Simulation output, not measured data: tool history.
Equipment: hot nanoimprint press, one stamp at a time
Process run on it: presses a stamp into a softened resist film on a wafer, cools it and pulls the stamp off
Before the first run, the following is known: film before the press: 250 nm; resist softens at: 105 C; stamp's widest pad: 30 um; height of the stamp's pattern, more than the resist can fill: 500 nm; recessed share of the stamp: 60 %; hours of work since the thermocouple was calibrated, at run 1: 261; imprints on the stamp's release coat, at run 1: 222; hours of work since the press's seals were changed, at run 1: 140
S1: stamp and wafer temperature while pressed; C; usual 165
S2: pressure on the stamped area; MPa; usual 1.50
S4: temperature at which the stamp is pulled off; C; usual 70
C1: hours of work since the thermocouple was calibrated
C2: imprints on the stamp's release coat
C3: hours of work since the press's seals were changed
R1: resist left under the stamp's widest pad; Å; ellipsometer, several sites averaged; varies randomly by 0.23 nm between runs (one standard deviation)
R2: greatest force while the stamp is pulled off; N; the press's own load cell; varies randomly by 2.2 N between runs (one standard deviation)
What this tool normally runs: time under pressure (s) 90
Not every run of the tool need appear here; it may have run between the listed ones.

Run 1, hour 0.0: usual settings; C1 261; C2 222; C3 140. Result: R1 1412 Å, R2 211 N.
Run 2, hour 8.3: usual settings; C1 264; C2 246; C3 143. Result: R1 1412 Å, R2 214 N.
Run 3, hour 13.6: usual settings; C1 266; C2 262; C3 145. Result: R1 1409 Å, R2 214 N.
Run 4, hour 21.7: usual settings; C1 269; C2 286; C3 149. Result: R1 1408 Å, R2 215 N.
Run 5, hour 32.3: usual settings; C1 274; C2 317; C3 153. Result: R1 1408 Å, R2 214 N.
Run 6, hour 39.9: usual settings but S2 1.49 MPa; C1 277; C2 340; C3 156. Result: R1 1414 Å, R2 216 N.
Run 7, hour 48.3: usual settings but S2 0.95 MPa; C1 280; C2 365; C3 159. Result: R1 1727 Å, R2 218 N.
Run 8, hour 55.3: usual settings but S2 0.95 MPa; C1 283; C2 385; C3 162. Result: R1 1723 Å, R2 218 N.
Run 9, hour 66.4: usual settings but S2 0.95 MPa; C1 287; C2 418; C3 167. Result: R1 1721 Å, R2 222 N.
Run 10, hour 73.6: usual settings but S2 0.95 MPa; C1 290; C2 439; C3 169. Result: R1 1722 Å, R2 220 N.
Run 11, hour 80.9: usual settings; C1 293; C2 461; C3 172. Result: R1 1406 Å, R2 224 N.
Run 12, hour 86.4: usual settings; C1 295; C2 477; C3 175. Result: R1 1412 Å, R2 220 N.
Run 13, hour 98.1: usual settings; C1 300; C2 512; C3 179. Result: R1 1410 Å, R2 222 N.
Run 14, hour 108.2: usual settings but S2 1.11 MPa; C1 304; C2 542; C3 183. Result: R1 1619 Å, R2 225 N.
Run 15, hour 115.3: usual settings but S2 1.11 MPa; C1 307; C2 563; C3 186. Result: R1 1616 Å, R2 226 N.
Run 16, hour 123.3: usual settings but S2 1.11 MPa; C1 310; C2 587; C3 189. Result: R1 1616 Å, R2 225 N.
Run 17, hour 128.5: usual settings but S2 1.11 MPa, S4 64 C; C1 312; C2 602; C3 191. Result: R1 1616 Å, R2 249 N.
Run 18, hour 135.2: usual settings but S2 1.11 MPa, S4 64 C; C1 315; C2 622; C3 194. Result: R1 1615 Å, R2 254 N.
Run 19, hour 144.2: usual settings but S1 154 C, S2 1.11 MPa, S4 67 C; C1 319; C2 648; C3 198. Result: R1 2251 Å, R2 239 N.
Run 20, hour 149.7: usual settings but S1 170 C, S2 1.11 MPa, time under pressure (s) 58, S4 67 C; C1 321; C2 665; C3 200. Result: R1 1481 Å, R2 238 N.
Run 21, hour 160.4: usual settings but S1 163 C, S2 1.98 MPa, time under pressure (s) 73, S4 75 C; C1 325; C2 696; C3 204. Result: R1 1431 Å, R2 214 N.
Run 22, hour 169.5: usual settings but S1 163 C, S2 1.98 MPa, time under pressure (s) 73, S4 75 C; C1 329; C2 723; C3 208. Result: R1 1434 Å, R2 210 N.
Run 23, hour 179.5: usual settings but S1 163 C, S2 1.98 MPa, time under pressure (s) 73, S4 75 C; C1 333; C2 753; C3 212. Result: R1 1431 Å, R2 212 N.
Run 24, hour 186.0: usual settings but S1 163 C, S2 1.98 MPa, time under pressure (s) 73, S4 75 C; C1 335; C2 772; C3 215. Result: R1 1434 Å, R2 214 N.
Run 25, hour 193.7: usual settings but S1 163 C, S2 1.98 MPa, time under pressure (s) 63, S4 73 C; C1 338; C2 795; C3 218. Result: R1 1493 Å, R2 223 N.
Run 26, hour 203.2: usual settings but S1 171 C, S2 2.01 MPa, time under pressure (s) 63, S4 73 C; C1 342; C2 823; C3 221. Result: R1 1008 Å, R2 225 N.
Run 27, hour 212.2: usual settings but S1 162 C, time under pressure (s) 51, S4 77 C; C1 346; C2 850; C3 225. Result: R1 1828 Å, R2 208 N.
Run 28, hour 217.9: usual settings but time under pressure (s) 75, S4 76 C; C1 348; C2 866; C3 227. Result: R1 1478 Å, R2 216 N.
Run 29, hour 223.7: usual settings but time under pressure (s) 75, S4 76 C; C1 350; C2 884; C3 230. Result: R1 1475 Å, R2 211 N.

Here are 5 independent what-if runs from the current tool condition. What would each one return?
Run A, hour 231.8: usual settings but S1 173 C, S2 1.88 MPa, time under pressure (s) 48, S4 76 C; C1 354; C2 908; C3 233. Result: R1 ?, R2 ?.
Run B, hour 231.8: usual settings but S2 1.00 MPa, time under pressure (s) 46; C1 354; C2 908; C3 233. Result: R1 ?, R2 ?.
Run C, hour 231.8: usual settings but S2 1.86 MPa, time under pressure (s) 162, S4 76 C; C1 354; C2 908; C3 233. Result: R1 ?, R2 ?.
Run D, hour 231.8: usual settings but S1 161 C, S2 1.19 MPa, time under pressure (s) 75, S4 76 C; C1 354; C2 908; C3 233. Result: R1 ?, R2 ?.
Run E, hour 231.8: usual settings but S2 2.13 MPa; C1 354; C2 908; C3 233. Result: R1 ?, R2 ?.

run    R1   R2
  A  1042  214
  B  1936  235
  C  1036  212
  D  1898  215
  E  1168  237
Stripped of hidden state, with their random variation kept, the same runs would have yielded:
run    R1   R2
  A  1085  185
  B  1992  202
  C  1088  183
  D  1960  186
  E  1221  205
